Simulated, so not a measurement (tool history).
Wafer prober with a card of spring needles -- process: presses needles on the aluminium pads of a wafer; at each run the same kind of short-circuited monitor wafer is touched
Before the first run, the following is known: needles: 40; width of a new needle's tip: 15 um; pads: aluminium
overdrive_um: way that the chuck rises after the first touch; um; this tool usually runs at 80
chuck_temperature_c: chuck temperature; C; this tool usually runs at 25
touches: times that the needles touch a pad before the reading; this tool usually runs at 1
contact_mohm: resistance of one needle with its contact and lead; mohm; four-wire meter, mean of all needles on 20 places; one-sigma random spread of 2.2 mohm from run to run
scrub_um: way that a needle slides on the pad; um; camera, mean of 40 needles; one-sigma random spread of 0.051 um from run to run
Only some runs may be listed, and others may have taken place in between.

Run 1, hour 0.0: usual settings. Result: contact_mohm 314 mohm, scrub_um 18.79 um.
Run 2, hour 17.1: usual settings. Result: contact_mohm 414 mohm, scrub_um 18.61 um.
Run 3, hour 29.9: usual settings. Result: contact_mohm 325 mohm, scrub_um 18.64 um.
Run 4, hour 45.2: usual settings. Result: contact_mohm 351 mohm, scrub_um 18.48 um.
Run 5, hour 57.3: usual settings. Result: contact_mohm 335 mohm, scrub_um 18.47 um.
Run 6, hour 65.7: usual settings. Result: contact_mohm 268 mohm, scrub_um 18.46 um.
Run 7, hour 75.8: usual settings. Result: contact_mohm 362 mohm, scrub_um 18.51 um.
Run 8, hour 83.6: usual settings. Result: contact_mohm 298 mohm, scrub_um 18.42 um.
Run 9, hour 95.3: usual settings but touches 2. Result: contact_mohm 246 mohm, scrub_um 18.40 um.
Run 10, hour 108.6: usual settings. Result: contact_mohm 370 mohm, scrub_um 18.42 um.
Run 11, hour 121.4: usual settings. Result: contact_mohm 362 mohm, scrub_um 18.39 um.
Run 12, hour 136.9: usual settings but chuck_temperature_c 94 C. Result: contact_mohm 368 mohm, scrub_um 18.40 um.
Run 13, hour 144.5: usual settings but touches 3. Result: contact_mohm 269 mohm, scrub_um 18.36 um.
Run 14, hour 152.2: usual settings. Result: contact_mohm 371 mohm, scrub_um 18.36 um.
Run 15, hour 163.7: usual settings. Result: contact_mohm 356 mohm, scrub_um 18.33 um.
Run 16, hour 175.0: usual settings. Result: contact_mohm 340 mohm, scrub_um 18.32 um.
Run 17, hour 192.6: usual settings. Result: contact_mohm 369 mohm, scrub_um 18.22 um.
Run 18, hour 201.8: usual settings but overdrive_um 99 um, chuck_temperature_c 91 C, touches 2. Result: contact_mohm 288 mohm, scrub_um 22.77 um.
Run 19, hour 210.9: usual settings but overdrive_um 96 um. Result: contact_mohm 346 mohm, scrub_um 22.12 um.
Run 20, hour 227.1: usual settings but overdrive_um 62 um, chuck_temperature_c 61 C, touches 2. Result: contact_mohm 263 mohm, scrub_um 14.00 um.
Run 21, hour 235.2: usual settings but overdrive_um 62 um, chuck_temperature_c 61 C, touches 2. Result: contact_mohm 358 mohm, scrub_um 13.96 um.
Run 22, hour 247.4: usual settings but overdrive_um 85 um, chuck_temperature_c 28 C, touches 3. Result: contact_mohm 270 mohm, scrub_um 19.36 um.
Run 23, hour 255.9: usual settings but overdrive_um 93 um, chuck_temperature_c 106 C, touches 3. Result: contact_mohm 297 mohm, scrub_um 21.30 um.
Run 24, hour 273.8: usual settings but overdrive_um 67 um, chuck_temperature_c 78 C. Result: contact_mohm 312 mohm, scrub_um 15.87 um.
Run 25, hour 287.8: usual settings but overdrive_um 75 um, chuck_temperature_c 78 C. Result: contact_mohm 287 mohm, scrub_um 17.71 um.
Run 26, hour 305.7: usual settings but overdrive_um 77 um, chuck_temperature_c 30 C. Result: contact_mohm 318 mohm, scrub_um 18.26 um.
Run 27, hour 320.1: usual settings but overdrive_um 77 um, chuck_temperature_c 30 C. Result: contact_mohm 315 mohm, scrub_um 18.18 um.
Run 28, hour 327.7: usual settings but overdrive_um 77 um, chuck_temperature_c 105 C. Result: contact_mohm 387 mohm, scrub_um 18.21 um.
Run 29, hour 340.5: usual settings but overdrive_um 77 um, chuck_temperature_c 105 C. Result: contact_mohm 384 mohm, scrub_um 18.21 um.
Run 30, hour 358.1: usual settings but overdrive_um 61 um, chuck_temperature_c 32 C, touches 3. Result: contact_mohm 330 mohm, scrub_um 14.28 um.
Run 31, hour 365.9: usual settings but touches 2. Result: contact_mohm 292 mohm, scrub_um 18.79 um.
Run 32, hour 381.4: usual settings but touches 2. Result: contact_mohm 290 mohm, scrub_um 18.81 um.

Not shown here: 27 entries made in the log between runs. Locate each between two listed runs and compare the hidden state at the listed run before it with the hidden state at the listed run after it:
Logged between run 1 and run 2: tips cleaned on abrasive film (hour 8.1)
  debris on the tips, nm: 55.8 -> 124.1; way that the needles fall short of the set height, um: 1.13 -> 1.79; tips' diameter, um: 15.4 -> 15.59
  measured less the result without the state, contact_mohm: +75 -> +175 mohm; scrub_um: -0.27 -> -0.43 um
Logged between run 2 and run 3: tips cleaned on abrasive film (hour 23.1)
  debris on the tips, nm: 124.1 -> 66.5; way that the needles fall short of the set height, um: 1.79 -> 1.88; tips' diameter, um: 15.59 -> 15.63
  measured less the result without the state, contact_mohm: +175 -> +91 mohm; scrub_um: -0.43 -> -0.44 um
Logged between run 3 and run 4: tips cleaned on abrasive film, once more (hour 36.2)
  debris on the tips, nm: 66.5 -> 78; way that the needles fall short of the set height, um: 1.88 -> 1.96; tips' diameter, um: 15.63 -> 15.65
  measured less the result without the state, contact_mohm: +91 -> +110 mohm; scrub_um: -0.44 -> -0.47 um
Logged between run 4 and run 5: tips cleaned on abrasive film (hour 50.4)
  debris on the tips, nm: 78 -> 69; way that the needles fall short of the set height, um: 1.96 -> 2.05; tips' diameter, um: 15.65 -> 15.68
  measured less the result without the state, contact_mohm: +110 -> +97 mohm; scrub_um: -0.47 -> -0.49 um
Logged between run 5 and run 6: tips cleaned on abrasive film (hour 64.8)
  debris on the tips, nm: 69 -> 20.2; way that the needles fall short of the set height, um: 2.05 -> 2.18; tips' diameter, um: 15.68 -> 15.73
  measured less the result without the state, contact_mohm: +97 -> +30 mohm; scrub_um: -0.49 -> -0.52 um
Logged between run 7 and run 8: tips cleaned on abrasive film (hour 80.2)
  debris on the tips, nm: 88.9 -> 41.2; way that the needles fall short of the set height, um: 2.18 -> 2.27; tips' diameter, um: 15.73 -> 15.76
  measured less the result without the state, contact_mohm: +125 -> +59 mohm; scrub_um: -0.52 -> -0.54 um
Logged between run 8 and run 9: tips cleaned on abrasive film (hour 95.3)
  debris on the tips, nm: 41.2 -> 11.3; way that the needles fall short of the set height, um: 2.27 -> 2.37; tips' diameter, um: 15.76 -> 15.8
  measured less the result without the state, contact_mohm: +59 -> +11 mohm; scrub_um: -0.54 -> -0.56 um
Logged between run 10 and run 11: tips cleaned on abrasive film (hour 110.2)
  debris on the tips, nm: 96 -> 85.3; way that the needles fall short of the set height, um: 2.37 -> 2.47; tips' diameter, um: 15.8 -> 15.83
  measured less the result without the state, contact_mohm: +136 -> +124 mohm; scrub_um: -0.56 -> -0.59 um
Logged between run 11 and run 12: tips cleaned on abrasive film (hour 125.4)
  debris on the tips, nm: 85.3 -> 88.8; way that the needles fall short of the set height, um: 2.47 -> 2.58; tips' diameter, um: 15.83 -> 15.87
  measured less the result without the state, contact_mohm: +124 -> +116 mohm; scrub_um: -0.59 -> -0.62 um
Logged between run 12 and run 13: tips cleaned on abrasive film (hour 139.9)
  debris on the tips, nm: 88.8 -> 49.1; way that the needles fall short of the set height, um: 2.58 -> 2.71; tips' diameter, um: 15.87 -> 15.92
  measured less the result without the state, contact_mohm: +116 -> +27 mohm; scrub_um: -0.62 -> -0.65 um
Logged between run 14 and run 15: tips cleaned on abrasive film (hour 154.1)
  debris on the tips, nm: 89.9 -> 80.2; way that the needles fall short of the set height, um: 2.71 -> 2.78; tips' diameter, um: 15.92 -> 15.94
  measured less the result without the state, contact_mohm: +132 -> +118 mohm; scrub_um: -0.64 -> -0.66 um
Logged between run 15 and run 16: tips cleaned on abrasive film (hour 168.4)
  debris on the tips, nm: 80.2 -> 66.6; way that the needles fall short of the set height, um: 2.78 -> 2.92; tips' diameter, um: 15.94 -> 15.99
  measured less the result without the state, contact_mohm: +118 -> +99 mohm; scrub_um: -0.66 -> -0.69 um
Logged between run 16 and run 17: tips cleaned on abrasive film (hour 182.8)
  debris on the tips, nm: 66.6 -> 87.4; way that the needles fall short of the set height, um: 2.92 -> 3.04; tips' diameter, um: 15.99 -> 16.03
  measured less the result without the state, contact_mohm: +99 -> +131 mohm; scrub_um: -0.69 -> -0.72 um
Logged between run 17 and run 18: tips cleaned on abrasive film (hour 197.2)
  debris on the tips, nm: 87.4 -> 54.5; way that the needles fall short of the set height, um: 3.04 -> 3.12; tips' diameter, um: 16.03 -> 16.06
  measured less the result without the state, contact_mohm: +131 -> +31 mohm; scrub_um: -0.72 -> -0.74 um
Logged between run 19 and run 20: tips cleaned on abrasive film (hour 211.9); tips cleaned on abrasive film (hour 227.1)
  debris on the tips, nm: 98.2 -> 7.3; way that the needles fall short of the set height, um: 3.12 -> 3.29; tips' diameter, um: 16.06 -> 16.12
  measured less the result without the state, contact_mohm: +107 -> +12 mohm; scrub_um: -0.74 -> -0.78 um
Logged between run 21 and run 22: tips cleaned on abrasive film (hour 242.3)
  debris on the tips, nm: 72.9 -> 61.4; way that the needles fall short of the set height, um: 3.29 -> 3.43; tips' diameter, um: 16.12 -> 16.17
  measured less the result without the state, contact_mohm: +104 -> +31 mohm; scrub_um: -0.78 -> -0.82 um
Logged between run 23 and run 24: tips cleaned on abrasive film (hour 256.9); height of the first contact set anew (hour 259.6); tips cleaned on abrasive film (hour 271.7)
  debris on the tips, nm: 96.6 -> 30.5; way that the needles fall short of the set height, um: 3.43 -> 0.13; tips' diameter, um: 16.17 -> 16.24
  measured less the result without the state, contact_mohm: +37 -> +56 mohm; scrub_um: -0.81 -> -0.03 um
Logged between run 24 and run 25: tips cleaned on abrasive film (hour 286.1)
  debris on the tips, nm: 30.5 -> 25.2; way that the needles fall short of the set height, um: 0.13 -> 0.25; tips' diameter, um: 16.24 -> 16.29
  measured less the result without the state, contact_mohm: +56 -> +37 mohm; scrub_um: -0.03 -> -0.05 um
Logged between run 25 and run 26: tips cleaned on abrasive film (hour 301.2)
  debris on the tips, nm: 25.2 -> 49.2; way that the needles fall short of the set height, um: 0.25 -> 0.38; tips' diameter, um: 16.29 -> 16.33
  measured less the result without the state, contact_mohm: +37 -> +77 mohm; scrub_um: -0.05 -> -0.09 um
Logged between run 26 and run 27: tips cleaned on abrasive film (hour 315.8)
  debris on the tips, nm: 49.2 -> 48.2; way that the needles fall short of the set height, um: 0.38 -> 0.47; tips' diameter, um: 16.33 -> 16.36
  measured less the result without the state, contact_mohm: +77 -> +75 mohm; scrub_um: -0.09 -> -0.11 um
Logged between run 28 and run 29: tips cleaned on abrasive film (hour 329.9)
  debris on the tips, nm: 90 -> 85.1; way that the needles fall short of the set height, um: 0.47 -> 0.57; tips' diameter, um: 16.36 -> 16.4
  measured less the result without the state, contact_mohm: +125 -> +119 mohm; scrub_um: -0.11 -> -0.13 um
Logged between run 29 and run 30: tips cleaned on abrasive film (hour 345.0)
  debris on the tips, nm: 85.1 -> 93.9; way that the needles fall short of the set height, um: 0.57 -> 0.68; tips' diameter, um: 16.4 -> 16.44
  measured less the result without the state, contact_mohm: +119 -> +82 mohm; scrub_um: -0.13 -> -0.17 um
Logged between run 30 and run 31: tips cleaned on abrasive film (hour 360.7)
  debris on the tips, nm: 93.9 -> 58.8; way that the needles fall short of the set height, um: 0.68 -> 0.81; tips' diameter, um: 16.44 -> 16.48
  measured less the result without the state, contact_mohm: +82 -> +53 mohm; scrub_um: -0.17 -> -0.19 um
Logged between run 31 and run 32: tips cleaned on abrasive film (hour 375.4)
  debris on the tips, nm: 58.8 -> 58.9; way that the needles fall short of the set height, um: 0.81 -> 0.95; tips' diameter, um: 16.48 -> 16.53
  measured less the result without the state, contact_mohm: +53 -> +53 mohm; scrub_um: -0.19 -> -0.22 um
